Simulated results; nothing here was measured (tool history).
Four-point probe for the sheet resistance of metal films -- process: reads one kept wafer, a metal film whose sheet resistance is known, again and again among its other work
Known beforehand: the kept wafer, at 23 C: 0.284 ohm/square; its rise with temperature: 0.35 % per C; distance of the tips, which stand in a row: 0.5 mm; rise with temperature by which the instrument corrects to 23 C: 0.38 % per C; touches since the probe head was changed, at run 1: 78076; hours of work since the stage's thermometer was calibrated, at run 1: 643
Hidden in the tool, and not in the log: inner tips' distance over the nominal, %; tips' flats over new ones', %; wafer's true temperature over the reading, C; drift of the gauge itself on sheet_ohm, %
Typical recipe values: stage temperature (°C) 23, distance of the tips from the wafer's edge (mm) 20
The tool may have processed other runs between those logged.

run	hour	stage temperature (°C)	distance of the tips from the wafer's edge (mm)	touches since the probe head was changed	hours of work since the stage's thermometer was calibrated	sheet resistance as the instrument gives it (ohm/square)
1	0	23	20	78076	643	0.282047
2	62.2	23	39	80029	670	0.281873
3	151.3	23	20	82830	708	0.282023
4	246.4	25	20	85819	749	0.281671
5	317	34	20	88038	780	0.280673
# hour 352.3: new probe head fitted
6	431.3	34	20	2481	829	0.282265
7	487.5	34	20	4248	853	0.282233
8	584.2	34	20	7289	895	0.282169
9	643.1	34	20	9139	920	0.282109
10	695.1	28	20	10774	943	0.282582
11	760.7	28	20	12835	971	0.282618
12	860.3	28	20	15964	1014	0.282466
13	921.7	23	20	17893	1040	0.282828
14	984.5	23	20	19869	1067	0.282857
15	1087.1	23	20	23093	1112	0.282682
16	1141.2	23	20	24792	1135	0.282616
17	1246.8	23	20	28113	1181	0.282623
# hour 1253.5: stage's thermometer calibrated
18	1356.4	23	3	31542	44	0.286857
19	1421.6	23	3	33590	73	0.286792
20	1498.6	31	20	36009	106	0.281931
21	1610	31	20	39510	154	0.28184
# hour 1640.2: stage's thermometer calibrated, once more
22	1687.2	31	20	41922	20	0.280992
23	1759.8	31	20	44202	52	0.280927
24	1869.7	31	20	47657	99	0.280906
25	1944.4	35	20	50005	131	0.280418
26	2032.5	35	20	52774	169	0.280392
27	2093.5	35	20	54691	196	0.280413
28	2186.4	35	20	57609	236	0.280281
29	2275.3	23	75	60404	274	0.281185
30	2328.7	23	75	62084	297	0.281175
31	2403.6	29	23	64436	329	0.280665
32	2476.6	19	51	66730	361	0.281528
33	2550.2	27	4	69044	393	0.28293
34	2666.8	18	5	72708	443	0.282864
35	2755.2	29	14	75488	481	0.280454

Forecast run 36:
36	2810.7	28	19	77230	505	?

sheet resistance as the instrument gives it (ohm/square): 0.280458
Were there no unlogged condition in the tool, this run, its random variation unchanged, would have produced sheet resistance as the instrument gives it (ohm/square) 0.283716.

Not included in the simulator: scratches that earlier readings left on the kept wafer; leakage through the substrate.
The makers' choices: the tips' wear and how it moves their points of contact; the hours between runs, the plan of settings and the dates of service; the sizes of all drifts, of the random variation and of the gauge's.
